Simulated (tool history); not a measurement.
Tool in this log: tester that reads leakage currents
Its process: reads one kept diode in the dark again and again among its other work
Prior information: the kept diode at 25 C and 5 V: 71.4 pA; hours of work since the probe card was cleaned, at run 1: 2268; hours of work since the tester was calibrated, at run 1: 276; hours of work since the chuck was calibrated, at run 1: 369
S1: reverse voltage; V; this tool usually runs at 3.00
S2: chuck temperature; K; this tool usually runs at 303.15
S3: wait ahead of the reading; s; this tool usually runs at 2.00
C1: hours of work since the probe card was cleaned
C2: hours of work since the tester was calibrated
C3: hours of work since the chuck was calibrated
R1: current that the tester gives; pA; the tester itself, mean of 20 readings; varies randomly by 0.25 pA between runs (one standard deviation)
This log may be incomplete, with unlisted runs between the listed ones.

run   hour    S1      S2    S3    C1   C2   C3      R1
  1    0.0  3.00  303.15  2.00  2268  276  369   82.79
  2   31.1  3.00  303.15  2.00  2285  293  386   82.99
  3   62.9  3.00  303.15  2.00  2303  310  403   83.06
  4   91.0  3.00  303.15  2.00  2318  326  419   82.95
  5  125.4  3.00  303.15  2.00  2337  345  437   83.31
  6  142.4  3.00  303.15  2.00  2346  354  447   83.27
  7  166.5  3.00  303.15  2.00  2360  367  460   83.01
  8  207.1  6.81  306.15  4.63  2382  389  482  146.04
  9  225.0  2.51  306.15  4.63  2392  399  492   93.71
 10  248.8  3.00  299.15  2.00  2405  412  505   62.77
 11  267.8  5.99  315.15  6.57  2415  423  515  247.35

Measured minus without-hidden-state, run by run (identical run-to-run variation in each term; gauge scatter may differ):
The hidden state here: stray current of the dirty probe card, pA a volt; current scale over the true one, %; true chuck temperature over the reading, C; drift of the gauge itself on leakage_pa, %.
run     R1
  1  +0.93
  2  +0.86
  3  +0.78
  4  +0.71
  5  +0.61
  6  +0.57
  7  +0.51
  8  +2.23
  9  -0.39
 10  +0.88
 11  -1.64
